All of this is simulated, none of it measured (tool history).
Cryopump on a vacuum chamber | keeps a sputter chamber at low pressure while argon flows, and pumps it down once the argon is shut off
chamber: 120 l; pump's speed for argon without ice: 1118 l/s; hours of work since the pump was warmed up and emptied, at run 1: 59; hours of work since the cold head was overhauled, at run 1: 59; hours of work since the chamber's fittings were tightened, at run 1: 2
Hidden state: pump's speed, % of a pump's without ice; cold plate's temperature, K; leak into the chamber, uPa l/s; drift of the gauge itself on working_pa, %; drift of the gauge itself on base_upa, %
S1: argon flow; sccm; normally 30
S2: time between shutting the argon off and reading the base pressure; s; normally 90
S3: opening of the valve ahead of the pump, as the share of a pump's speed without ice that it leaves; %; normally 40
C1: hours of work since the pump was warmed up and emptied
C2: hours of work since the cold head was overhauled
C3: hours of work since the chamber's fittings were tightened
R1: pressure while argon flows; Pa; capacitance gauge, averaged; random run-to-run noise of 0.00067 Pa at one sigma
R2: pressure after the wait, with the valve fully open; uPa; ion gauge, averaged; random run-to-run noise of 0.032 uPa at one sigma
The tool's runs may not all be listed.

| run | hour | S1 | S2 | S3 | C1 | C2 | C3 | R1 | R2 |
|---|---|---|---|---|---|---|---|---|---|
| 1 | 0 | 30 | 90 | 40 | 59 | 59 | 2 | 0.1148 | 1.74 |
| 2 | 11.7 | 30 | 90 | 40 | 67 | 67 | 10 | 0.1142 | 1.72 |
| 3 | 33.5 | 30 | 90 | 40 | 80 | 80 | 23 | 0.1134 | 1.7 |
| 4 | 57 | 30 | 90 | 40 | 95 | 95 | 38 | 0.115 | 1.69 |
| 5 | 70.8 | 30 | 90 | 40 | 103 | 103 | 46 | 0.1142 | 1.65 |
| 6 | 93.3 | 20 | 90 | 40 | 117 | 117 | 60 | 0.0768 | 1.7 |
| 7 | 114.1 | 30 | 90 | 20 | 130 | 130 | 73 | 0.2293 | 1.71 |
| 8 | 133.4 | 30 | 90 | 40 | 142 | 142 | 85 | 0.1156 | 1.69 |
| 9 | 145.3 | 30 | 21 | 40 | 150 | 150 | 93 | 0.115 | 6.28 |
| 10 | 170.4 | 30 | 21 | 40 | 165 | 165 | 108 | 0.1155 | 6.38 |
| 11 | 192.1 | 42 | 21 | 40 | 178 | 178 | 122 | 0.1627 | 6.45 |
| 12 | 211.6 | 42 | 262 | 40 | 191 | 191 | 134 | 0.1618 | 0.83 |
| 13 | 224.2 | 42 | 262 | 40 | 198 | 198 | 142 | 0.1626 | 0.8 |
| 14 | 237.6 | 46 | 90 | 40 | 207 | 207 | 150 | 0.1779 | 1.77 |
| 15 | 249.3 | 30 | 190 | 40 | 214 | 214 | 157 | 0.1157 | 1 |
| 16 | 267.1 | 30 | 28 | 40 | 225 | 225 | 168 | 0.1147 | 4.93 |
| 17 | 290.1 | 50 | 44 | 17 | 239 | 239 | 182 | 0.4483 | 3.23 |
| 18 | 315.3 | 39 | 223 | 17 | 255 | 255 | 198 | 0.3534 | 0.95 |
| 19 | 340.7 | 15 | 223 | 17 | 271 | 271 | 214 | 0.1347 | 0.86 |
| 20 | 356.9 | 15 | 33 | 51 | 281 | 281 | 224 | 0.046 | 4.26 |
| 21 | 369.3 | 15 | 33 | 51 | 289 | 289 | 232 | 0.0464 | 4.23 |

Table of differences, measured result less the result of that run with no hidden state. Run-to-run variation is the same in both. Gauge scatter possibly is not:
| run | R1 | R2 |
|---|---|---|
| 1 | +0.001 | +0.01 |
| 2 | +0.001 | +0.02 |
| 3 | +0.0011 | +0.02 |
| 4 | +0.0013 | +0.03 |
| 5 | +0.0014 | +0.03 |
| 6 | +0.001 | +0.03 |
| 7 | +0.0017 | +0.03 |
| 8 | +0.0018 | +0.04 |
| 9 | +0.0019 | +0.04 |
| 10 | +0.002 | +0.05 |
| 11 | +0.0031 | +0.05 |
| 12 | +0.0032 | +0.06 |
| 13 | +0.0034 | +0.06 |
| 14 | +0.0038 | +0.06 |
| 15 | +0.0026 | +0.06 |
| 16 | +0.0027 | +0.06 |
| 17 | +0.0047 | +0.07 |
| 18 | +0.0039 | +0.07 |
| 19 | +0.0015 | +0.07 |
| 20 | +0.0017 | +0.07 |
| 21 | +0.0017 | +0.08 |
